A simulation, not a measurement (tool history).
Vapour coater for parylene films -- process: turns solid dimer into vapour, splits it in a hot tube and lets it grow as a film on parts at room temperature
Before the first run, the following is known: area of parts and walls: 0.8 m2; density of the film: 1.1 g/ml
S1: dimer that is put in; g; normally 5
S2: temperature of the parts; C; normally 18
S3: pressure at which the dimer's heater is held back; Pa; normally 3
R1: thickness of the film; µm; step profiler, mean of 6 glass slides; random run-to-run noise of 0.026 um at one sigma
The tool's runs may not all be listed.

Run 1, hour 0: usual settings. Result: R1 4.38 µm.
Run 2, hour 47.2: usual settings. Result: R1 4.34 µm.
Run 3, hour 76.4: usual settings but S2 30 C. Result: R1 2.64 µm.
Run 4, hour 129.2: usual settings but S2 30 C. Result: R1 2.66 µm.
Run 5, hour 166.6: usual settings but S3 5.3 Pa. Result: R1 4.11 µm.
Run 6, hour 208.1: usual settings but S1 3 g, S3 5.3 Pa. Result: R1 2.43 µm.
Run 7, hour 265.8: usual settings but S1 3 g, S3 5.3 Pa. Result: R1 2.47 µm.
Run 8, hour 313.7: usual settings but S1 3 g, S3 5.3 Pa. Result: R1 2.44 µm.
Run 9, hour 363.5: usual settings but S2 22 C, S3 5.96 Pa. Result: R1 3.44 µm.
Run 10, hour 387.3: usual settings but S2 22 C, S3 5.96 Pa. Result: R1 3.41 µm.
Run 11, hour 426.9: usual settings but S2 22 C, S3 5.96 Pa. Result: R1 3.43 µm.
Run 12, hour 466.3: usual settings but S2 16 C, S3 2.06 Pa. Result: R1 4.74 µm.
Run 13, hour 496.3: usual settings but S2 16 C, S3 2.06 Pa. Result: R1 4.74 µm.
Run 14, hour 536.1: usual settings but S1 3 g, S2 12 C. Result: R1 3.2 µm.
Run 15, hour 587.7: usual settings but S1 3 g, S2 12 C. Result: R1 3.18 µm.
Run 16, hour 619: usual settings but S1 2 g, S2 14 C, S3 8.12 Pa. Result: R1 1.82 µm.

Predict each of these 5 candidate next runs independently; none follows another, all start after run 16:
Run A, hour 647.4: usual settings but S1 6 g, S2 29 C, S3 8.12 Pa. Result: R1 ?.
Run B, hour 647.4: usual settings but S1 6 g, S2 13 C, S3 2.68 Pa. Result: R1 ?.
Run C, hour 647.4: usual settings but S1 3 g, S3 4.79 Pa. Result: R1 ?.
Run D, hour 647.4: usual settings but S1 7 g. Result: R1 ?.
Run E, hour 647.4: usual settings but S1 9 g, S2 21 C, S3 4.6 Pa. Result: R1 ?.

run    R1
  A  2.96
  B  6.19
  C  2.43
  D  5.87
  E  6.55
Stripped of hidden state, with their random variation kept, the same runs would have yielded:
run    R1
  A  3.19
  B  6.66
  C  2.61
  D  6.32
  E  7.06

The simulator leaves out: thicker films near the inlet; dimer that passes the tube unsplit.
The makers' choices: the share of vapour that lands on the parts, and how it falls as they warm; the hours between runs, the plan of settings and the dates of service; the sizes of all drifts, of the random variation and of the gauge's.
